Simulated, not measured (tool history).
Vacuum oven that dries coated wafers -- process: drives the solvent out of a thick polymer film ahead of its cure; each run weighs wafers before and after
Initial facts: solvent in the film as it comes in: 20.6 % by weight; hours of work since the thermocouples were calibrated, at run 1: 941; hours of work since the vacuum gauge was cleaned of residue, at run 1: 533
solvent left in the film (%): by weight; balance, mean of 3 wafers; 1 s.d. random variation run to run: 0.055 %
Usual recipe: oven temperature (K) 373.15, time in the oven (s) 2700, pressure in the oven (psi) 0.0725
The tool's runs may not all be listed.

run     day  oven temperature (K)  time in the oven (s)  pressure in the oven (psi)  hours of work since the thermocouples were calibrated  hours of work since the vacuum gauge was cleaned of residue  solvent left in the film (%)
  1       0                373.15                  2700                      0.0725                                                    941                                                          533                          2.47
  2    0.65                373.15                  2700                      0.0725                                                    953                                                          545                          2.29
  3   1.525                373.15                  2700                      0.0725                                                    970                                                          561                          2.42
  4   2.388                373.15                  2700                      0.0725                                                    986                                                          577                           2.5
  5   3.254                373.15                  2700                      0.0725                                                   1002                                                          593                          2.44
  6    3.95                366.15                  2700                      0.0725                                                   1015                                                          606                          5.13
  7   4.738                373.15                  2700                      0.0725                                                   1029                                                          621                          2.38
  8   5.246                371.15                  2700                      0.0725                                                   1039                                                          630                          3.09
  9    6.15                373.15                  2700                      0.0725                                                   1056                                                          647                          2.44
 10   6.817                373.15                  1680                      0.0725                                                   1068                                                          659                          4.89
 11   7.662                373.15                  1680                      0.0725                                                   1084                                                          675                          4.83
 12   8.075                373.15                  1680                      0.0725                                                   1092                                                          683                          4.93
 13   8.508                381.15                  2700                      0.0725                                                   1100                                                          691                           0.8
 14   9.029                381.15                  2700                      0.0725                                                   1109                                                          701                          0.72
 15   9.596                381.15                  2700                      0.0725                                                   1120                                                          711                          0.66
 16  10.133                373.15                  2700                      0.0725                                                   1130                                                          721                          2.46
 17   10.55                373.15                  2700                      0.0725                                                   1138                                                          729                          2.39
 18  11.079                373.15                  2700                      0.0725                                                   1148                                                          739                          2.42
 19  11.825                373.15                  2700                      0.0725                                                   1161                                                          753                          2.39
 20  12.596                373.15                  2700                       0.106                                                   1176                                                          767                           2.6
 21  13.417                387.15                  2700                      0.0725                                                   1191                                                          782                           0.2
 22  14.162                370.15                  2700                      0.1987                                                   1205                                                          796                          3.75
 23  14.921                385.15                  3540                      0.0885                                                   1219                                                          810                          0.28
 24  15.817                360.15                  1500                      0.0392                                                   1236                                                          827                         10.56
 25  16.342                360.15                  2220                      0.2144                                                   1245                                                          837                          9.19
 26  16.825                373.15                  4020                      0.2104                                                   1255                                                          846                          1.44
 27  17.442                373.15                  4020                      0.2104                                                   1266                                                          857                          1.52
 28  18.217                368.15                  2700                       0.145                                                   1280                                                          872                          4.41
 29  18.996                386.15                  2040                      0.2775                                                   1295                                                          886                          1.04
 30  19.517                365.15                  1380                      0.0612                                                   1305                                                          896                          9.37
 31  20.046                365.15                  2340                       0.055                                                   1314                                                          906                           6.3
 32  20.667                365.15                  2340                       0.055                                                   1326                                                          917                          6.07
 33  21.325                365.15                  2340                       0.055                                                   1338                                                          930                          6.15
 34  21.838                365.15                  2340                       0.055                                                   1348                                                          939                          6.37
 35   22.75                360.15                  1320                      0.1767                                                   1365                                                          956                         11.67
 36    23.5                380.15                  2460                      0.1403                                                   1379                                                          970                          1.19
 37  24.388                380.15                  2460                      0.1403                                                   1395                                                          987                          1.18
 38  25.104                373.15                  1740                      0.0725                                                   1409                                                         1000                          4.63

Branching from run 38: 5 alternative next runs. What would each branch give?
  A  25.758                377.15                  3420                      0.0725                                                   1421                                                         1012                             ?
  B  25.758                379.15                  1860                      0.0725                                                   1421                                                         1012                             ?
  C  25.758                366.15                  1740                      0.0415                                                   1421                                                         1012                             ?
  D  25.758                363.15                  1740                      0.0824                                                   1421                                                         1012                             ?
  E  25.758                373.15                  1680                      0.0395                                                   1421                                                         1012                             ?

run  solvent left in the film (%)
  A                          0.77
  B                          2.28
  C                          7.37
  D                          8.91
  E                          4.91
Without the tool's hidden state the same runs would have given:
run  solvent left in the film (%)
  A                          0.75
  B                          2.25
  C                          7.33
  D                          8.86
  E                          4.87

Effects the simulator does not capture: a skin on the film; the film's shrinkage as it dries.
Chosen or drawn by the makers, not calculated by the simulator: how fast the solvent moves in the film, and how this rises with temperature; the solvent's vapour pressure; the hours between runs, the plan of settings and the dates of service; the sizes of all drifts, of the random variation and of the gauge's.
